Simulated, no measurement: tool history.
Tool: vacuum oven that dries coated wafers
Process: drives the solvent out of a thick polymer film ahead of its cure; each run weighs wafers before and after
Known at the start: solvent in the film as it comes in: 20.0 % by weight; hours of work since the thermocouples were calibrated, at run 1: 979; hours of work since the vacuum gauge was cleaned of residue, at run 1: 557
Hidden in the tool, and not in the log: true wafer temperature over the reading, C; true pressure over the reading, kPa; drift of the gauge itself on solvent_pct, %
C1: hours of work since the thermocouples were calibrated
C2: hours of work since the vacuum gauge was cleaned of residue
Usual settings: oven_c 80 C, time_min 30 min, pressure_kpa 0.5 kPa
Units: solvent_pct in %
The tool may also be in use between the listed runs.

Run 1, day 0: usual settings; C1 979; C2 557. Result: solvent_pct 2.43 %.
Run 2, day 0.696: usual settings; C1 992; C2 570. Result: solvent_pct 2.37 %.
Run 3, day 1.392: usual settings; C1 1006; C2 584. Result: solvent_pct 2.4 %.
Run 4, day 1.925: usual settings but pressure_kpa 0.809 kPa; C1 1016; C2 594. Result: solvent_pct 2.52 %.
Run 5, day 2.471: usual settings but pressure_kpa 0.809 kPa; C1 1027; C2 604. Result: solvent_pct 2.58 %.
Run 6, day 2.979: usual settings but oven_c 84 C; C1 1036; C2 614. Result: solvent_pct 1.51 %.
Run 7, day 3.671: usual settings but oven_c 84 C; C1 1050; C2 627. Result: solvent_pct 1.55 %.
Run 8, day 4.35: usual settings but oven_c 84 C; C1 1063; C2 640. Result: solvent_pct 1.57 %.
Run 9, day 4.921: usual settings but oven_c 84 C; C1 1074; C2 652. Result: solvent_pct 1.55 %.
Run 10, day 5.288: usual settings but oven_c 84 C; C1 1081; C2 658. Result: solvent_pct 1.53 %.
Run 11, day 5.612: usual settings but oven_c 84 C; C1 1087; C2 665. Result: solvent_pct 1.54 %.
Run 12, day 6.046: usual settings but pressure_kpa 0.959 kPa; C1 1095; C2 673. Result: solvent_pct 2.59 %.
Run 13, day 6.683: usual settings but pressure_kpa 0.959 kPa; C1 1107; C2 685. Result: solvent_pct 2.56 %.
Run 14, day 7.104: usual settings; C1 1115; C2 693. Result: solvent_pct 2.34 %.
Run 15, day 7.633: usual settings; C1 1126; C2 704. Result: solvent_pct 2.37 %.
Run 16, day 8.079: usual settings; C1 1134; C2 712. Result: solvent_pct 2.34 %.
Run 17, day 8.562: usual settings but oven_c 73 C, time_min 42 min, pressure_kpa 0.305 kPa; C1 1143; C2 721. Result: solvent_pct 2.52 %.
At day 8.975: oven's thermocouples calibrated.
Run 18, day 9.275: usual settings but oven_c 90 C, time_min 42 min, pressure_kpa 1.37 kPa; C1 6; C2 733. Result: solvent_pct 0.76 %.
Run 19, day 9.962: usual settings but oven_c 90 C, time_min 42 min, pressure_kpa 1.37 kPa; C1 19; C2 747. Result: solvent_pct 0.78 %.
Run 20, day 10.279: usual settings but oven_c 85 C, pressure_kpa 0.365 kPa; C1 25; C2 753. Result: solvent_pct 1.72 %.
Run 21, day 11.054: usual settings but time_min 17 min; C1 40; C2 768. Result: solvent_pct 6.08 %.
Run 22, day 11.542: usual settings but time_min 22 min, pressure_kpa 1.531 kPa; C1 49; C2 777. Result: solvent_pct 4.97 %.
Run 23, day 11.9: usual settings but time_min 26 min, pressure_kpa 1.264 kPa; C1 56; C2 784. Result: solvent_pct 3.92 %.
Run 24, day 12.362: usual settings but time_min 26 min, pressure_kpa 1.264 kPa; C1 65; C2 793. Result: solvent_pct 3.94 %.
Run 25, day 13.142: usual settings but time_min 26 min, pressure_kpa 1.264 kPa; C1 80; C2 808. Result: solvent_pct 3.98 %.
Run 26, day 13.9: usual settings but time_min 26 min, pressure_kpa 0.887 kPa; C1 94; C2 822. Result: solvent_pct 3.84 %.
Run 27, day 14.467: usual settings but time_min 26 min, pressure_kpa 0.887 kPa; C1 105; C2 833. Result: solvent_pct 3.75 %.
Run 28, day 14.883: usual settings but oven_c 79 C, time_min 26 min, pressure_kpa 1.411 kPa; C1 113; C2 841. Result: solvent_pct 4.34 %.

Forecast each of these 5 alternatives for the next run:
Run A, day 15.421: usual settings but oven_c 94 C, pressure_kpa 1.949 kPa; C1 124; C2 851. Result: solvent_pct ?.
Run B, day 15.421: usual settings but oven_c 69 C; C1 124; C2 851. Result: solvent_pct ?.
Run C, day 15.421: usual settings but time_min 18 min; C1 124; C2 851. Result: solvent_pct ?.
Run D, day 15.421: usual settings but oven_c 93 C, pressure_kpa 1.642 kPa; C1 124; C2 851. Result: solvent_pct ?.
Run E, day 15.421: usual settings but oven_c 83 C, pressure_kpa 0.661 kPa; C1 124; C2 851. Result: solvent_pct ?.

run  solvent_pct
  A         0.96
  B          6.4
  C         5.72
  D         0.97
  E         2.27
Without the tool's hidden state the same runs would have given:
run  solvent_pct
  A         0.91
  B         6.35
  C          5.7
  D         0.93
  E         2.23
